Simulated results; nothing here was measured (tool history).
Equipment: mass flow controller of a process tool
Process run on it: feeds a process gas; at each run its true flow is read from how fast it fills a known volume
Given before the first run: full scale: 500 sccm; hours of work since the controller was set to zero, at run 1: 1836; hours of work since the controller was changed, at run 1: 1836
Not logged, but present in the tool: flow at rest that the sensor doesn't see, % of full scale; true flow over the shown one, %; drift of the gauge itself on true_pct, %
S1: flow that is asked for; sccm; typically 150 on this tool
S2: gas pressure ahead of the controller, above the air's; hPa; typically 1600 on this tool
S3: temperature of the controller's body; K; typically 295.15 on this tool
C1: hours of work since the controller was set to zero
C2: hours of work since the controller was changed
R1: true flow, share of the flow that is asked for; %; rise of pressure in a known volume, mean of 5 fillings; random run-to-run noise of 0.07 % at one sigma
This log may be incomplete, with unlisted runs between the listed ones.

run    hour   S1    S2      S3    C1    C2     R1
  1       0  150  1600  295.15  1836  1836  98.89
  2   171.5  150  1600  295.15  1931  1931  98.94
  3     489  150  1600  306.15  2106  2106  98.05
  4   691.1  150  2770  295.15  2218  2218  99.11
  5   833.9  150  2770  295.15  2297  2297  99.14
  6  1092.9  150  2770  295.15  2440  2440  99.28
  7  1384.3  150  2100  295.15  2600  2600  98.86
  8  1516.3  150  2100  295.15  2673  2673  98.82
  9  1655.9  150  2150  295.15  2750  2750  98.85
 10  1821.4  115  2150  295.15  2842  2842  98.75
 11  1958.3  115  2670  295.15  2917  2917  98.99
 12  2272.8  115  2670  295.15  3091  3091  98.89
 13  2547.1  115  2670  295.15  3242  3242  98.82
 14  2866.1  115  1740  307.15  3418  3418  97.63
 15  3053.3  115  1960  306.15  3522  3522  97.65
 16  3350.6  158  1520  311.15  3686  3686  97.24
 17  3524.6   71  2770  303.15  3782  3782  98.16
 18  3703.3  151  2770  303.15  3881  3881  98.41
 19  3877.1   93  1980  295.15  3976  3976  98.37
 20  4055.5  268  1540  302.15  4075  4075  98.24
 21    4239  268  1540  302.15  4176  4176  98.36
 22  4500.2  268  1540  302.15  4320  4320   98.3
 23  4710.8  143  1450  302.15  4437  4437  97.71
 24  4952.8  143  1450  306.15  4570  4570  97.49
 25  5191.1  116  1950  307.15  4702  4702  97.45

Predict each of these 3 candidate next runs independently; none follows another, all start after run 25:
  A  5370.5  258  1680  295.15  4801  4801   ?
  B  5370.5  150  2130  295.15  4801  4801   ?
  C  5370.5  150  2100  295.15  4801  4801   ?

run     R1
  A  98.71
  B  98.41
  C  98.52
Without the tool's hidden state the same runs would have given:
run     R1
  A   99.3
  B  99.01
  C  99.12

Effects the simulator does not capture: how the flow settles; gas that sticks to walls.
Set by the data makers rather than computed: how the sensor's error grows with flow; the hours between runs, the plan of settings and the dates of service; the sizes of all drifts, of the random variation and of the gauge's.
